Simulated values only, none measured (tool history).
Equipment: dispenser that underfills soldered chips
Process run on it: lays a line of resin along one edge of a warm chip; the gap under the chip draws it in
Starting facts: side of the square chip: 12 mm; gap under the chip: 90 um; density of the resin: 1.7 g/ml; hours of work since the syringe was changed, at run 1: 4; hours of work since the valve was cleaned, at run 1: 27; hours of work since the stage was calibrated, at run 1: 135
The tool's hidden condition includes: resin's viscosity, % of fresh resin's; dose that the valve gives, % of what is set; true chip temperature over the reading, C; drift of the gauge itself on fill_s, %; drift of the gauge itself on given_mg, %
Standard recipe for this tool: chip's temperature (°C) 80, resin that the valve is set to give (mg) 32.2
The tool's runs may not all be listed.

| run | hour | chip's temperature (°C) | resin that the valve is set to give (mg) | hours of work since the syringe was changed | hours of work since the valve was cleaned | hours of work since the stage was calibrated | time until the resin shows at the far edge (s) | resin that the valve gave (mg) |
|---|---|---|---|---|---|---|---|---|
| 1 | 0.0 | 80 | 32.2 | 4 | 27 | 135 | 103.2 | 31.68 |
| 2 | 3.0 | 80 | 27.7 | 5 | 29 | 137 | 119.7 | 27.03 |
|  | 6.0 | new syringe of resin |
| 3 | 7.9 | 80 | 27.7 | 1 | 32 | 140 | 96.6 | 26.96 |
| 4 | 13.0 | 80 | 27.7 | 4 | 35 | 143 | 114.0 | 26.81 |
|  | 17.7 | new syringe of resin |
| 5 | 18.5 | 80 | 27.7 | 0 | 38 | 146 | 92.8 | 26.85 |
| 6 | 23.1 | 80 | 27.7 | 3 | 41 | 149 | 108.9 | 26.74 |
|  | 25.9 | dispensing valve cleaned and set on the balance |
| 7 | 27.7 | 80 | 27.7 | 6 | 1 | 152 | 120.3 | 27.83 |
|  | 30.3 | new syringe of resin |
| 8 | 32.0 | 83 | 28.4 | 1 | 4 | 154 | 81.0 | 28.38 |
| 9 | 34.5 | 82 | 35.5 | 3 | 5 | 156 | 88.6 | 35.39 |
| 10 | 38.9 | 82 | 30.7 | 6 | 8 | 159 | 104.9 | 30.59 |
| 11 | 41.3 | 78 | 32.2 | 7 | 10 | 160 | 137.6 | 31.95 |
|  | 42.1 | new syringe of resin |
| 12 | 44.4 | 78 | 32.2 | 1 | 11 | 162 | 105.6 | 31.92 |
| 13 | 48.5 | 78 | 32.2 | 4 | 14 | 164 | 121.2 | 31.88 |

Measured result minus the same run's result without the hidden state. Both carry the same run-to-run variation, though not necessarily the same gauge scatter:
| run | time until the resin shows at the far edge (s) | resin that the valve gave (mg) |
|---|---|---|
| 1 | +22.1 | -0.73 |
| 2 | +34.3 | -0.68 |
| 3 | +12.1 | -0.74 |
| 4 | +29.3 | -0.82 |
| 5 | +8.4 | -0.89 |
| 6 | +23.3 | -0.96 |
| 7 | +35.2 | +0.03 |
| 8 | +9.3 | -0.04 |
| 9 | +16.1 | -0.10 |
| 10 | +30.9 | -0.16 |
| 11 | +47.7 | -0.21 |
| 12 | +14.9 | -0.26 |
| 13 | +30.0 | -0.34 |

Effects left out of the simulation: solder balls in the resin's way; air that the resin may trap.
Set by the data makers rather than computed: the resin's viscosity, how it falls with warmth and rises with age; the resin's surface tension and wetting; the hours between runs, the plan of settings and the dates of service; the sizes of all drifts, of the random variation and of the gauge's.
